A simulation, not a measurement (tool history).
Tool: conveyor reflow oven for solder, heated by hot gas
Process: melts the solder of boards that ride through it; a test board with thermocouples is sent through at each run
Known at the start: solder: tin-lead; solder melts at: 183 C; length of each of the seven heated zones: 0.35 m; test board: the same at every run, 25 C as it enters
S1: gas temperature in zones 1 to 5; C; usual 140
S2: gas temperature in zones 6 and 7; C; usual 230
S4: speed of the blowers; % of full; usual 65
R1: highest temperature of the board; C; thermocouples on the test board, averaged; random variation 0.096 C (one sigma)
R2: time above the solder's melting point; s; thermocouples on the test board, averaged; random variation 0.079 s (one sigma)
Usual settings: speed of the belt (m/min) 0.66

run 1 hour=0 | S1=140 S2=230 speed_of_the_belt_(m/min)=0.66 S4=65 | R1=208.2 R2=40.75
run 2 hour=6.4 | S1=145 S2=230 speed_of_the_belt_(m/min)=0.66 S4=65 | R1=209.33 R2=43.26
run 3 hour=16.9 | S1=140 S2=222 speed_of_the_belt_(m/min)=0.66 S4=65 | R1=201.73 R2=34.32
run 4 hour=24.4 | S1=140 S2=222 speed_of_the_belt_(m/min)=0.66 S4=65 | R1=201.73 R2=34.36
run 5 hour=34.9 | S1=140 S2=222 speed_of_the_belt_(m/min)=0.66 S4=65 | R1=201.65 R2=34.13
run 6 hour=43.6 | S1=140 S2=222 speed_of_the_belt_(m/min)=0.66 S4=65 | R1=201.65 R2=34.17
run 7 hour=52.6 | S1=140 S2=222 speed_of_the_belt_(m/min)=0.66 S4=65 | R1=201.7 R2=34.22
-- hour=57.6 belt drive overhauled, speed set with a stopwatch
run 8 hour=67.2 | S1=140 S2=222 speed_of_the_belt_(m/min)=0.66 S4=65 | R1=201.76 R2=34.32
run 9 hour=78.2 | S1=140 S2=222 speed_of_the_belt_(m/min)=0.66 S4=65 | R1=201.68 R2=34.29
run 10 hour=90.7 | S1=140 S2=230 speed_of_the_belt_(m/min)=0.66 S4=74 | R1=211.09 R2=43.68
run 11 hour=100.3 | S1=140 S2=230 speed_of_the_belt_(m/min)=0.66 S4=74 | R1=211.27 R2=43.8
run 12 hour=110.3 | S1=128 S2=222 speed_of_the_belt_(m/min)=0.712 S4=65 | R1=195.84 R2=21.66
run 13 hour=121 | S1=128 S2=222 speed_of_the_belt_(m/min)=0.712 S4=50 | R1=188.55 R2=9.83
run 14 hour=126.4 | S1=128 S2=222 speed_of_the_belt_(m/min)=0.712 S4=50 | R1=188.63 R2=10.04
-- hour=137.3 belt drive overhauled, speed set with a stopwatch, once more
run 15 hour=139.3 | S1=152 S2=228 speed_of_the_belt_(m/min)=0.685 S4=72 | R1=209.84 R2=44.6
run 16 hour=149.5 | S1=140 S2=218 speed_of_the_belt_(m/min)=0.66 S4=72 | R1=200.36 R2=33.03
run 17 hour=156.1 | S1=142 S2=230 speed_of_the_belt_(m/min)=0.688 S4=87 | R1=213.27 R2=44.23
run 18 hour=164.3 | S1=142 S2=230 speed_of_the_belt_(m/min)=0.659 S4=87 | R1=214.47 R2=47.29

The same runs without the tool's hidden state, with the same run-to-run variation:
The hidden state here: heat that the gas passes to the board, % of a clean oven's; belt's true speed, % of the reading; true gas temperature in zones 6 and 7 over the reading, C; drift of the gauge itself on peak_c, C; drift of the gauge itself on liquid_s, %.
run=1 R1=209.3 R2=41.58
run=2 R1=210.43 R2=44.03
run=3 R1=202.84 R2=35.45
run=4 R1=202.86 R2=35.51
run=5 R1=202.81 R2=35.31
run=6 R1=202.83 R2=35.37
run=7 R1=202.9 R2=35.45
run=8 R1=202.92 R2=35.41
run=9 R1=202.87 R2=35.42
run=10 R1=212.43 R2=44.47
run=11 R1=212.63 R2=44.61
run=12 R1=197.18 R2=23.21
run=13 R1=189.67 R2=11.54
run=14 R1=189.75 R2=11.77
run=15 R1=211.44 R2=45.99
run=16 R1=201.99 R2=35.1
run=17 R1=215.1 R2=45.61
run=18 R1=216.29 R2=48.65
